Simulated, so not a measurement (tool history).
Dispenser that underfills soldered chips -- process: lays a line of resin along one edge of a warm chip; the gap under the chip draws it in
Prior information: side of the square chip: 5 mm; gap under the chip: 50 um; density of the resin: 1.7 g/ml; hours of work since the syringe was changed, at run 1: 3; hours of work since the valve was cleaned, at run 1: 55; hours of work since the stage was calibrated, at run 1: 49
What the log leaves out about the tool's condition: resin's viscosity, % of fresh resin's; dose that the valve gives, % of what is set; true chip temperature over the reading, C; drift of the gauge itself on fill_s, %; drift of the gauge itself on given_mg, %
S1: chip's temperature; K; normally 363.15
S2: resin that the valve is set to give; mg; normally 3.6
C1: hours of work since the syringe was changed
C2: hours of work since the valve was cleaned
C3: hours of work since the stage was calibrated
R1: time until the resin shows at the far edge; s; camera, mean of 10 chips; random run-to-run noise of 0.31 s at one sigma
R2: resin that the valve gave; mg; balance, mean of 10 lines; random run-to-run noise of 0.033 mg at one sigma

run 1 hour=0 | S1=363.15 S2=3.6 | C1=3 C2=55 C3=49 | R1=11.4 R2=3.44
run 2 hour=5.7 | S1=373.15 S2=3.6 | C1=7 C2=59 C3=53 | R1=10.2 R2=3.41
run 3 hour=9.1 | S1=363.15 S2=3.6 | C1=9 C2=61 C3=56 | R1=17.7 R2=3.43
run 4 hour=11.8 | S1=363.15 S2=3.6 | C1=11 C2=63 C3=58 | R1=19.9 R2=3.43
-- hour=13 new syringe of resin
run 5 hour=18.1 | S1=353.15 S2=3.6 | C1=4 C2=67 C3=62 | R1=17.6 R2=3.46
run 6 hour=21.6 | S1=353.15 S2=3.6 | C1=6 C2=70 C3=64 | R1=21.5 R2=3.37
run 7 hour=24.6 | S1=352.15 S2=3.6 | C1=8 C2=72 C3=66 | R1=24.9 R2=3.38
run 8 hour=29.1 | S1=348.15 S2=3.6 | C1=11 C2=75 C3=69 | R1=36.1 R2=3.34
-- hour=30.2 new syringe of resin
run 9 hour=31.9 | S1=377.15 S2=3.6 | C1=1 C2=77 C3=71 | R1=6 R2=3.34
run 10 hour=35.5 | S1=363.15 S2=3.6 | C1=4 C2=79 C3=74 | R1=11.8 R2=3.32
run 11 hour=38.5 | S1=363.15 S2=3.6 | C1=6 C2=81 C3=76 | R1=13.6 R2=3.37
run 12 hour=43.6 | S1=363.15 S2=3.6 | C1=9 C2=85 C3=79 | R1=16.6 R2=3.34
-- hour=47.1 new syringe of resin
run 13 hour=48.5 | S1=363.15 S2=3.6 | C1=1 C2=88 C3=83 | R1=10 R2=3.29
run 14 hour=53.4 | S1=363.15 S2=3.6 | C1=4 C2=92 C3=86 | R1=12.5 R2=3.31
run 15 hour=59 | S1=350.15 S2=3.6 | C1=8 C2=96 C3=90 | R1=26.6 R2=3.29
-- hour=63.9 new syringe of resin
run 16 hour=64.6 | S1=350.15 S2=3.6 | C1=1 C2=99 C3=94 | R1=16 R2=3.29
run 17 hour=67.9 | S1=350.15 S2=3.6 | C1=3 C2=102 C3=96 | R1=19.2 R2=3.31
run 18 hour=72 | S1=360.15 S2=3.6 | C1=6 C2=105 C3=99 | R1=15.3 R2=3.26
-- hour=76.1 dispensing valve cleaned and set on the balance
run 19 hour=76.3 | S1=354.15 S2=3.6 | C1=8 C2=0 C3=101 | R1=22.8 R2=3.55
run 20 hour=80.7 | S1=353.15 S2=4.56 | C1=11 C2=3 C3=104 | R1=29.1 R2=4.56
-- hour=82 new syringe of resin
run 21 hour=83.6 | S1=374.15 S2=3.46 | C1=1 C2=5 C3=106 | R1=6.5 R2=3.48
run 22 hour=86.8 | S1=353.15 S2=4.14 | C1=3 C2=7 C3=108 | R1=16.2 R2=4.08
run 23 hour=92 | S1=353.15 S2=4.14 | C1=7 C2=11 C3=112 | R1=21.7 R2=4.14
run 24 hour=95.5 | S1=353.15 S2=4.14 | C1=9 C2=13 C3=114 | R1=26.3 R2=4.09
-- hour=99 new syringe of resin
run 25 hour=101.3 | S1=349.15 S2=3.32 | C1=2 C2=17 C3=118 | R1=17.7 R2=3.23
run 26 hour=107 | S1=378.15 S2=4.3 | C1=6 C2=21 C3=122 | R1=8.1 R2=4.17
run 27 hour=110.4 | S1=377.15 S2=4.67 | C1=8 C2=24 C3=125 | R1=10.3 R2=4.51
run 28 hour=115.1 | S1=377.15 S2=4.67 | C1=11 C2=27 C3=128 | R1=11.8 R2=4.59
-- hour=116 new syringe of resin
run 29 hour=118 | S1=370.15 S2=3.38 | C1=1 C2=29 C3=130 | R1=8.1 R2=3.27
run 30 hour=123.8 | S1=351.15 S2=4.25 | C1=6 C2=33 C3=134 | R1=21.2 R2=4.11
run 31 hour=126.9 | S1=351.15 S2=4.25 | C1=8 C2=35 C3=136 | R1=25 R2=4.1
run 32 hour=129.8 | S1=356.15 S2=3.7 | C1=10 C2=37 C3=138 | R1=23.5 R2=3.59
-- hour=133.1 new syringe of resin
run 33 hour=133.8 | S1=353.15 S2=3.39 | C1=0 C2=40 C3=141 | R1=14.4 R2=3.22
run 34 hour=138.6 | S1=353.15 S2=3.39 | C1=4 C2=43 C3=144 | R1=17.3 R2=3.27
run 35 hour=144.1 | S1=361.15 S2=3.82 | C1=8 C2=47 C3=148 | R1=17.1 R2=3.69
run 36 hour=148.3 | S1=361.15 S2=3.82 | C1=11 C2=50 C3=151 | R1=20.8 R2=3.58
-- hour=150 new syringe of resin
run 37 hour=151.4 | S1=361.15 S2=4.63 | C1=1 C2=52 C3=153 | R1=11.5 R2=4.44

Predict each of these 3 candidate next runs independently; none follows another, all start after run 37:
run A hour=156.9 | S1=370.15 S2=3.87 | C1=5 C2=56 C3=157 | R1=? R2=?
run B hour=156.9 | S1=356.15 S2=4.63 | C1=5 C2=56 C3=157 | R1=? R2=?
run C hour=156.9 | S1=372.15 S2=3.6 | C1=5 C2=56 C3=157 | R1=? R2=?

run=A R1=10.6 R2=3.67
run=B R1=16.3 R2=4.4
run=C R1=9.4 R2=3.43
With no hidden state in the tool, these same runs would have given:
run=A R1=7.4 R2=3.87
run=B R1=11.1 R2=4.63
run=C R1=6.5 R2=3.62
